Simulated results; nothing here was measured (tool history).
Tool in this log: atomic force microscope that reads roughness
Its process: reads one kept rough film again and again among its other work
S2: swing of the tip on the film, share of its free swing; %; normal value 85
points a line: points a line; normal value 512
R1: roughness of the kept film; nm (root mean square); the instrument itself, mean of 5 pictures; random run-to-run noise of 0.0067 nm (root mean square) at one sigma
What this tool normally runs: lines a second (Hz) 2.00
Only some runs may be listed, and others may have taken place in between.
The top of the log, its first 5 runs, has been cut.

run 6 hour=172.4 | lines_a_second_(Hz)=1.74 S2=85 points_a_line=512 | R1=1.301
run 7 hour=192.2 | lines_a_second_(Hz)=1.74 S2=85 points_a_line=391 | R1=1.281
-- hour=208.3 new tip fitted
run 8 hour=220.7 | lines_a_second_(Hz)=1.74 S2=61 points_a_line=391 | R1=1.536
run 9 hour=263.4 | lines_a_second_(Hz)=1.74 S2=61 points_a_line=391 | R1=1.465
run 10 hour=299.4 | lines_a_second_(Hz)=1.74 S2=61 points_a_line=391 | R1=1.441
-- hour=314.0 new tip fitted
run 11 hour=330.4 | lines_a_second_(Hz)=2.00 S2=85 points_a_line=512 | R1=1.329
run 12 hour=370.4 | lines_a_second_(Hz)=2.00 S2=85 points_a_line=512 | R1=1.274
run 13 hour=405.9 | lines_a_second_(Hz)=2.00 S2=76 points_a_line=512 | R1=1.338
-- hour=417.0 new tip fitted
run 14 hour=447.3 | lines_a_second_(Hz)=2.00 S2=76 points_a_line=512 | R1=1.391
run 15 hour=492.2 | lines_a_second_(Hz)=2.00 S2=76 points_a_line=379 | R1=1.354
-- hour=523.3 new tip fitted
run 16 hour=524.0 | lines_a_second_(Hz)=2.00 S2=85 points_a_line=512 | R1=1.345
run 17 hour=546.1 | lines_a_second_(Hz)=2.00 S2=85 points_a_line=512 | R1=1.319
run 18 hour=579.1 | lines_a_second_(Hz)=2.00 S2=85 points_a_line=512 | R1=1.275
run 19 hour=599.6 | lines_a_second_(Hz)=2.00 S2=85 points_a_line=512 | R1=1.271
run 20 hour=623.8 | lines_a_second_(Hz)=2.00 S2=85 points_a_line=512 | R1=1.231
-- hour=627.9 new tip fitted
-- hour=628.9 height scale calibrated on a step standard
run 21 hour=655.6 | lines_a_second_(Hz)=2.00 S2=85 points_a_line=512 | R1=1.312
run 22 hour=685.9 | lines_a_second_(Hz)=2.00 S2=85 points_a_line=330 | R1=1.274
run 23 hour=729.3 | lines_a_second_(Hz)=2.00 S2=85 points_a_line=330 | R1=1.214
-- hour=732.0 new tip fitted
run 24 hour=769.9 | lines_a_second_(Hz)=2.00 S2=85 points_a_line=330 | R1=1.280
run 25 hour=802.7 | lines_a_second_(Hz)=0.90 S2=85 points_a_line=282 | R1=1.383

For run 26, what comes out?
-- hour=836.7 new tip fitted
run 26 hour=841.6 | lines_a_second_(Hz)=0.73 S2=77 points_a_line=884 | R1=?

{"run 26": {"R1": 1.568}}
With the hidden condition absent and the run-to-run variation left alone, this run would have shown R1 1.583 nm (root mean square).
